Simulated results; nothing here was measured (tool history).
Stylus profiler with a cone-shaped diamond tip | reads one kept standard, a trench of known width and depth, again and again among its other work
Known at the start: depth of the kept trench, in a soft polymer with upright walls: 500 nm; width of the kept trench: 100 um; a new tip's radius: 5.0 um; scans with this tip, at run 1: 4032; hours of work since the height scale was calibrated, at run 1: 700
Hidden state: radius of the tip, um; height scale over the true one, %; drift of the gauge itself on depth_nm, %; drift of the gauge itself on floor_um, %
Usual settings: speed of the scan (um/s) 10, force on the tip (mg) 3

run    hour  speed of the scan (um/s)  force on the tip (mg)  scans with this tip  hours of work since the height scale was calibrated  depth of the trench (Å)  width of the trench's floor (um)
  1       0                        10                      3                 4032                                                  700                   5081.2                              95.2
  2    44.4                        10                      3                 4191                                                  728                   5084.2                             95.22
  3   126.8                        10                      3                 4485                                                  779                   5080.8                             95.23
  4     186                         5                      3                 4697                                                  816                     5082                             95.19
  5   241.9                        10                      3                 4896                                                  851                   5080.7                             95.16
  6   328.7                        20                      3                 5207                                                  904                   5080.1                             95.11
        365  -- height scale calibrated on a step standard
  7   392.4                        20                      3                 5432                                                   17                   5098.9                             95.09
  8   456.3                        20                      3                 5661                                                   57                   5099.6                             95.05
  9   536.4                        10                      3                 5947                                                  106                   5099.2                             95.08
 10   602.7                        10                      3                 6184                                                  148                   5098.8                             95.05
 11   650.8                        10                      3                 6356                                                  177                   5096.5                             94.98
 12   738.8                        10                      3                 6670                                                  232                   5093.7                             94.92
 13   780.3                        10                      3                 6819                                                  258                   5096.1                             94.96
 14   843.1                        10                      3                 7043                                                  297                   5094.9                             94.99
 15   897.8                        10                      3                 7238                                                  331                   5096.2                             94.95
 16   942.8                        10                      3                 7399                                                  359                   5090.5                             94.92
 17  1009.9                        10                      3                 7639                                                  400                   5094.1                             94.95
 18  1074.5                        10                      3                 7870                                                  440                   5094.6                             94.84
 19  1123.8                        10                      3                 8046                                                  471                   5090.4                             94.86
 20    1171                        10                      3                 8214                                                  500                   5091.9                             94.84
 21  1242.5                        10                      3                 8470                                                  545                   5089.4                             94.86
 22  1328.9                         4                      3                 8779                                                  598                   5090.7                             94.79
 23  1413.3                         4                      3                 9080                                                  651                   5090.7                              94.8
 24  1473.2                        10                      3                 9294                                                  688                   5084.8                             94.76
 25  1563.9                         3                      4                 9618                                                  744                   5107.2                             94.74
 26  1644.4                         3                      4                 9906                                                  794                   5108.2                             94.73
 27  1711.2                         3                      4                10145                                                  836                   5105.8                             94.71
 28  1758.6                         8                   6.17                10314                                                  865                   5145.7                             94.65
 29  1808.6                         8                   6.17                10493                                                  896                   5143.6                             94.62
     1854.8  -- height scale calibrated on a step standard
 30  1888.3                        23                    1.7                10776                                                   21                   5066.4                             94.58
 31  1950.9                         2                   2.41                10999                                                   60                   5084.4                             94.62
 32  2016.6                         2                   2.41                11234                                                  100                   5084.1                             94.62
 33  2065.3                         2                   2.41                11408                                                  131                   5084.2                             94.65
 34    2125                         5                   8.81                11622                                                  168                   5201.3                             94.57
 35  2206.8                         7                   3.89                11914                                                  219                   5114.4                             94.53
 36  2272.6                         7                   3.89                12149                                                  259                   5112.6                             94.54
 37  2338.1                         7                   3.89                12383                                                  300                   5115.5                             94.47
 38  2375.6                         7                   3.89                12517                                                  323                   5112.6                              94.5
 39  2435.5                         5                   6.52                12731                                                  360                   5161.3                             94.44
 40  2517.5                        13                   5.72                13024                                                  411                   5147.2                             94.38
 41  2564.3                        40                   5.72                13191                                                  440                   5145.3                             94.42
 42    2653                         7                   1.99                13508                                                  495                     5067                             94.42
 43  2698.8                         4                   1.99                13672                                                  524                   5070.3                             94.38
 44  2747.5                         4                   1.99                13846                                                  554                   5067.7                             94.32
 45  2826.4                         4                   1.99                14128                                                  603                   5066.9                             94.36
 46  2879.1                         4                   1.99                14316                                                  636                   5063.7                             94.36
 47  2918.1                         3                   2.19                14456                                                  660                   5069.3                             94.35

Some steps in depth of the trench (Å) between neighbouring runs. How much of each would the tool show without its hidden state too (settings, what came in, random variation), and how much is left for the hidden state, with any gauge scatter that isn't in both results?
Run 6 -> 7: height scale calibrated on a step standard. depth of the trench (Å) +18.8: hidden state +20.2, all else -1.4.
Run 21 -> 22: speed of the scan (um/s) 10 -> 4. depth of the trench (Å) +1.3: hidden state -1.1, all else +2.4.
Run 29 -> 30: speed of the scan (um/s) 8 -> 23, force on the tip (mg) 6.17 -> 1.7, height scale calibrated on a step standard. depth of the trench (Å) -77.2: hidden state +15.4, all else -92.6.
Run 33 -> 34: speed of the scan (um/s) 2 -> 5, force on the tip (mg) 2.41 -> 8.81. depth of the trench (Å) +117.1: hidden state -0.6, all else +117.7.
Run 34 -> 35: speed of the scan (um/s) 5 -> 7, force on the tip (mg) 8.81 -> 3.89. depth of the trench (Å) -86.9: hidden state -0.9, all else -86.
Run 41 -> 42: speed of the scan (um/s) 40 -> 7, force on the tip (mg) 5.72 -> 1.99. depth of the trench (Å) -78.3: hidden state -0.9, all else -77.4.

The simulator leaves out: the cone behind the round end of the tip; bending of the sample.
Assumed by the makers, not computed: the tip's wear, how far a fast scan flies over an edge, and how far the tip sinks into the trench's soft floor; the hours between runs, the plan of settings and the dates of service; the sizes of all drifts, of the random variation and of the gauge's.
